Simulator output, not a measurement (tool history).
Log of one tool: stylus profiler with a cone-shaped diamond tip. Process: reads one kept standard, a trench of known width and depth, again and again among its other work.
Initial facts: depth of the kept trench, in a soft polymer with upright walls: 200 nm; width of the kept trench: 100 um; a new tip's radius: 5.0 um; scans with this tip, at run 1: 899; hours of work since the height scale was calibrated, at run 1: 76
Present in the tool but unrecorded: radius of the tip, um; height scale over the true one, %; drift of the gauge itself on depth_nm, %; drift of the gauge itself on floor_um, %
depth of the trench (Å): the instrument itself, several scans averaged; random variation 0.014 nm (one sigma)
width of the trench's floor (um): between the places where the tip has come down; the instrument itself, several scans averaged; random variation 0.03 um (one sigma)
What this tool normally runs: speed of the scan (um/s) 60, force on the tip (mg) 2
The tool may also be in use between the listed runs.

run,hour,speed of the scan (um/s),force on the tip (mg),scans with this tip,hours of work since the height scale was calibrated,depth of the trench (Å),width of the trench's floor (um)
1,0,60,2,899,76,2021.2,96.98
2,27.4,222,2,1032,88,2021.3,96.42
3,64.3,79,2,1211,103,2021.1,96.98
4,105.6,79,2,1411,120,2020.9,96.92
5,151.8,79,2,1635,139,2021,96.88
6,186.2,60,2,1802,153,2021.2,96.92
7,212.3,60,2,1929,164,2020.8,96.97
8,238.4,60,2,2055,174,2021,96.96
9,269.3,60,2,2206,187,2021.3,96.98
10,298.6,110,2,2348,199,2020.9,96.82
11,328.3,110,2,2492,211,2021,96.77
12,353.8,110,2,2616,222,2021.1,96.69
13,379.2,110,2,2739,232,2021.1,96.82
14,413.1,60,2,2903,246,2020.7,96.93
15,432.1,35,2,2995,254,2021.1,97.03
16,462.1,26,1.14,3141,266,2014,97.05
17,502.4,40,1.5,3336,283,2017.1,96.98
18,523.1,60,1.62,3437,291,2017.9,96.97
19,562.6,60,1.62,3629,308,2017.8,96.93
20,582.4,34,1.25,3724,316,2014.9,97.01
21,615.2,34,1.25,3884,329,2014.6,96.98
22,646.1,84,2.78,4034,342,2026,96.86
23,671.5,33,2.69,4157,353,2025.2,97.05
24,709.9,22,1.65,4343,368,2018,97.04
25,746.3,22,1.65,4520,383,2017.6,97.04
26,782.5,127,3.34,4696,398,2029.3,96.78
27,806.2,32,4.28,4810,408,2034.4,97.05
28,830.7,39,1.85,4929,418,2019,97.01
29,860.6,35,3.73,5074,430,2031.3,97.04

Here are 3 independent what-if runs from the current tool condition. What would each one return?
A,881.6,15,3.6,5176,439,?,?
B,881.6,23,5.05,5176,439,?,?
C,881.6,213,3.56,5176,439,?,?

run,depth of the trench (Å),width of the trench's floor (um)
A,2030.6,97.06
B,2038.4,97.05
C,2030.4,96.51
Had the tool no hidden state, the same runs would have come out as:
run,depth of the trench (Å),width of the trench's floor (um)
A,2031.9,97.15
B,2039.7,97.13
C,2031.7,96.59
